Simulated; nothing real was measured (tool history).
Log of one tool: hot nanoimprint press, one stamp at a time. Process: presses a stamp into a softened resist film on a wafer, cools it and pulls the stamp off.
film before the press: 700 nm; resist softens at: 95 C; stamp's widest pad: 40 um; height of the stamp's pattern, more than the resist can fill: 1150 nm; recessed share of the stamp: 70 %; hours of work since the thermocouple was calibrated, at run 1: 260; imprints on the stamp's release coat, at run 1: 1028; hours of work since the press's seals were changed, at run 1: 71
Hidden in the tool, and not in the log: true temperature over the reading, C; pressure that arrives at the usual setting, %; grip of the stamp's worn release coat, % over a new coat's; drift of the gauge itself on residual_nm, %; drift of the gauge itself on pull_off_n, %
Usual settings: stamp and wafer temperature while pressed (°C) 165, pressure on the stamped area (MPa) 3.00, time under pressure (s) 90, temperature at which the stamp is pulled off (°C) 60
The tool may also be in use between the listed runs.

run	day	stamp and wafer temperature while pressed (°C)	pressure on the stamped area (MPa)	time under pressure (s)	temperature at which the stamp is pulled off (°C)	hours of work since the thermocouple was calibrated	imprints on the stamp's release coat	hours of work since the press's seals were changed	resist left under the stamp's widest pad (angstrom)	greatest force while the stamp is pulled off (N)
1	0.000	165	3.00	90	60	260	1028	71	3763	111
2	2.971	165	3.00	90	60	310	1287	120	3755	111
# day 3.762: stamp cleaned and given a new release coat
3	5.467	165	2.93	90	60	348	148	158	3810	111
4	8.604	165	2.93	90	60	400	422	211	3789	109
5	11.588	165	2.93	90	60	450	683	261	3782	116
# day 12.467: plate thermocouple calibrated
6	14.571	165	2.93	90	60	35	933	309	3807	108
7	16.767	165	2.93	90	60	72	1125	345	3779	112
# day 19.408: stamp cleaned and given a new release coat
8	20.592	165	3.00	90	60	132	103	405	3773	109
9	22.229	165	3.00	90	60	159	246	433	3780	111
10	23.833	165	3.00	90	60	186	386	460	3789	113
11	26.554	165	3.00	90	60	232	624	505	3787	110
# day 27.192: press's hydraulic seals changed and the load cell set to zero
12	29.592	165	3.00	90	60	277	860	40	3777	114
13	31.921	165	3.00	90	60	316	1063	79	3769	115
# day 35.183: stamp cleaned and given a new release coat
14	35.754	165	3.00	90	60	376	50	139	3764	106
15	39.021	165	3.00	90	60	431	336	194	3761	110
16	40.742	165	3.00	51	60	460	486	223	4496	113
# day 41.133: plate thermocouple calibrated
17	43.308	165	3.00	51	60	36	699	264	4470	111
18	46.558	165	3.00	51	60	91	983	318	4508	112
19	49.967	165	3.00	51	60	148	1281	375	4511	115
# day 50.671: stamp cleaned and given a new release coat
20	52.721	165	2.24	59	52	190	179	417	4731	125
21	55.467	165	2.24	59	52	236	418	463	4752	126
# day 58.579: press's hydraulic seals changed and the load cell set to zero
22	58.579	159	2.16	90	46	283	661	0	5189	133
23	60.425	159	2.16	90	46	314	822	31	5150	130
24	63.662	165	2.09	90	52	368	1105	85	4315	123
25	65.729	165	2.09	90	52	402	1286	120	4320	124
# day 66.667: stamp cleaned and given a new release coat
26	68.979	165	3.00	90	51	453	202	170	3750	123
# day 69.788: plate thermocouple calibrated
27	71.958	165	2.02	56	51	36	451	218	4950	125
28	75.438	176	3.18	90	59	95	755	276	2436	114
29	78.221	176	3.18	90	59	141	998	323	2408	115

4 ways to go on from here, each from the tool as it stands after run 29. What would each give?
A	81.625	176	3.18	50	59	198	1295	380	?	?
B	81.625	173	1.90	90	51	198	1295	380	?	?
C	81.625	165	3.00	90	68	198	1295	380	?	?
D	81.625	165	3.30	90	60	198	1295	380	?	?

run	resist left under the stamp's widest pad (angstrom)	greatest force while the stamp is pulled off (N)
A	3033	113
B	3385	123
C	3806	98
D	3607	112
Without the tool's hidden state the same runs would have given:
run	resist left under the stamp's widest pad (angstrom)	greatest force while the stamp is pulled off (N)
A	3033	112
B	3386	122
C	3807	97
D	3608	111

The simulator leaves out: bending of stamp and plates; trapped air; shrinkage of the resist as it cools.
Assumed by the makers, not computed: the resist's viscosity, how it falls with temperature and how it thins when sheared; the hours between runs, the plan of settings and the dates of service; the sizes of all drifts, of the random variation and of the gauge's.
